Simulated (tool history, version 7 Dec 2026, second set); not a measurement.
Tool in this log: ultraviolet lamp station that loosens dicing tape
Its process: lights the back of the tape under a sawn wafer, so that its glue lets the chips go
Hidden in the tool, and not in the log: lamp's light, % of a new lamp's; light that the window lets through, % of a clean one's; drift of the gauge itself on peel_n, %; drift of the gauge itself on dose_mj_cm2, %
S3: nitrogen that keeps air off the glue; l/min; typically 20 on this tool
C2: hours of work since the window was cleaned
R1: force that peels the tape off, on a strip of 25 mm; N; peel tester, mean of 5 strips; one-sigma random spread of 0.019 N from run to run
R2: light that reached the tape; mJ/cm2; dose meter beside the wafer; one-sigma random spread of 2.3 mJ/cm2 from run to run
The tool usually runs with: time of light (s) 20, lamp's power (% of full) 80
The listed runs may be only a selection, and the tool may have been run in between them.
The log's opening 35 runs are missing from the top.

run 36 hour=296.1 | time_of_light_(s)=13 lamp's_power_(%_of_full)=61 S3=7 | hours_of_work_of_the_lamp=235 C2=58 | R1=3.38 R2=94
run 37 hour=305.5 | time_of_light_(s)=13 lamp's_power_(%_of_full)=61 S3=7 | hours_of_work_of_the_lamp=240 C2=63 | R1=3.39 R2=96
run 38 hour=310.1 | time_of_light_(s)=15 lamp's_power_(%_of_full)=80 S3=17 | hours_of_work_of_the_lamp=243 C2=66 | R1=1.819 R2=146
run 39 hour=319.5 | time_of_light_(s)=12 lamp's_power_(%_of_full)=62 S3=9 | hours_of_work_of_the_lamp=248 C2=71 | R1=3.357 R2=90
run 40 hour=326 | time_of_light_(s)=12 lamp's_power_(%_of_full)=62 S3=9 | hours_of_work_of_the_lamp=251 C2=74 | R1=3.342 R2=89
run 41 hour=331.4 | time_of_light_(s)=22 lamp's_power_(%_of_full)=96 S3=9 | hours_of_work_of_the_lamp=254 C2=77 | R1=0.9 R2=254
run 42 hour=336.3 | time_of_light_(s)=20 lamp's_power_(%_of_full)=80 S3=9 | hours_of_work_of_the_lamp=257 C2=80 | R1=1.433 R2=193
run 43 hour=346.2 | time_of_light_(s)=20 lamp's_power_(%_of_full)=80 S3=9 | hours_of_work_of_the_lamp=262 C2=85 | R1=1.409 R2=191

4 ways to go on from here, each from the tool as it stands after run 43. What would each give?
run A hour=352.8 | time_of_light_(s)=31 lamp's_power_(%_of_full)=80 S3=35 | hours_of_work_of_the_lamp=265 C2=88 | R1=? R2=?
run B hour=352.8 | time_of_light_(s)=20 lamp's_power_(%_of_full)=88 S3=9 | hours_of_work_of_the_lamp=265 C2=88 | R1=? R2=?
run C hour=352.8 | time_of_light_(s)=17 lamp's_power_(%_of_full)=95 S3=20 | hours_of_work_of_the_lamp=265 C2=88 | R1=? R2=?
run D hour=352.8 | time_of_light_(s)=36 lamp's_power_(%_of_full)=87 S3=13 | hours_of_work_of_the_lamp=265 C2=88 | R1=? R2=?

run=A R1=0.364 R2=297
run=B R1=1.239 R2=209
run=C R1=1.046 R2=191
run=D R1=0.321 R2=372
With the hidden condition removed and each run's random variation left untouched, the same runs would have given:
run=A R1=0.289 R2=329
run=B R1=1.033 R2=232
run=C R1=0.861 R2=212
run=D R1=0.257 R2=413
